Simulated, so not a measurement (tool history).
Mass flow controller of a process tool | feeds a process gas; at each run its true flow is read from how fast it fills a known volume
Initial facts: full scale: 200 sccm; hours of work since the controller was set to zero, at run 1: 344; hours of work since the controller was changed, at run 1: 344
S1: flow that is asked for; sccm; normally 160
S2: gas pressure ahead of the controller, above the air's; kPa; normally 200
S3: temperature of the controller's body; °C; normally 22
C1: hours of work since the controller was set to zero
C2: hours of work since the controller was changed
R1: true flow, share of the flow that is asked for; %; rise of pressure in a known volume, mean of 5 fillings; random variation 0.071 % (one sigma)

run 1 hour=0.0 | S1=160 S2=200 S3=22 | C1=344 C2=344 | R1=100.24
run 2 hour=127.5 | S1=160 S2=200 S3=22 | C1=441 C2=441 | R1=100.28
run 3 hour=261.7 | S1=160 S2=200 S3=22 | C1=543 C2=543 | R1=100.26
run 4 hour=422.8 | S1=160 S2=176 S3=22 | C1=665 C2=665 | R1=100.46
run 5 hour=551.6 | S1=160 S2=176 S3=22 | C1=763 C2=763 | R1=100.34
run 6 hour=662.9 | S1=160 S2=176 S3=22 | C1=847 C2=847 | R1=100.60
run 7 hour=815.3 | S1=160 S2=176 S3=22 | C1=963 C2=963 | R1=100.59
run 8 hour=1010.9 | S1=67 S2=200 S3=22 | C1=1111 C2=1111 | R1=100.57
run 9 hour=1172.7 | S1=160 S2=200 S3=22 | C1=1234 C2=1234 | R1=100.82
run 10 hour=1334.7 | S1=160 S2=140 S3=37 | C1=1357 C2=1357 | R1=99.90
run 11 hour=1504.0 | S1=105 S2=202 S3=27 | C1=1486 C2=1486 | R1=100.52
run 12 hour=1714.6 | S1=110 S2=202 S3=39 | C1=1646 C2=1646 | R1=99.97
-- hour=1729.6 controller's zero set anew
run 13 hour=1875.6 | S1=50 S2=152 S3=25 | C1=111 C2=1767 | R1=101.81
run 14 hour=2068.7 | S1=50 S2=147 S3=33 | C1=257 C2=1914 | R1=101.37
run 15 hour=2213.0 | S1=50 S2=147 S3=33 | C1=367 C2=2024 | R1=101.51

For run 16, what comes out?
run 16 hour=2347.5 | S1=119 S2=200 S3=22 | C1=469 C2=2126 | R1=?

Run 16 came out at R1 101.40 %.
Had the tool carried no hidden state, the very same run would have given R1 99.70 %.

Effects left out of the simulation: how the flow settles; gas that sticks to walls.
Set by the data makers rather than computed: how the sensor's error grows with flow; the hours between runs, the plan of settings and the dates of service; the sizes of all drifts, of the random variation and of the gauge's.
